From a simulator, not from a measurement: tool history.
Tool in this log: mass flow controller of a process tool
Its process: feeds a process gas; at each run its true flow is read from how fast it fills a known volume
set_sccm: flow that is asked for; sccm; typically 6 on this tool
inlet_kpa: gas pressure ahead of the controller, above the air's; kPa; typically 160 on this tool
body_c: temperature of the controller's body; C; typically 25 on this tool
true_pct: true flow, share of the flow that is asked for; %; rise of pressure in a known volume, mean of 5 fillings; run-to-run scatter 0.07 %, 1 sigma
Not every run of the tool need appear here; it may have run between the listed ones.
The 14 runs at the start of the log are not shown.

run    hour  set_sccm  inlet_kpa  body_c  true_pct
 15  1765.6         6        160      25     97.27
 16  1896.7         6        160      25     97.11
 17  1978.9         7        160      25     97.14
 18  2114.5         6        264      27     97.29
 19  2236.7         6        264      27     97.28
 20  2438.2         9        142      31     96.52
 21  2548.7         5        267      25     97.13
 22  2752.9         5        267      26     96.98
 23  2876.8         5        267      26      96.7
 24  3053.1         9        145      35     95.98
 25  3166.1         9        223      35     96.18
 26  3348.5         3        160      25     95.81
 27  3537.7         3        219      22     96.14
 28  3639.4         4        219      25     95.95
 29  3831.1         4        219      25     95.85
     3863.6  -- gauge calibrated
 30  3993.2         5        149      24     98.18
 31    4092         6        186      25     98.27
 32  4197.8         6        177      25     98.15

Predict each of these 4 candidate next runs independently; none follows another, all start after run 32:
  A  4383.8         6        241      25         ?
  B  4383.8        14        227      40         ?
  C  4383.8        18        173      23         ?
  D  4383.8         6        222      25         ?

run  true_pct
  A     98.31
  B     98.24
  C     99.42
  D     98.42
With no hidden state in the tool, these same runs would have given:
run  true_pct
  A     98.68
  B      98.6
  C     99.78
  D     98.79
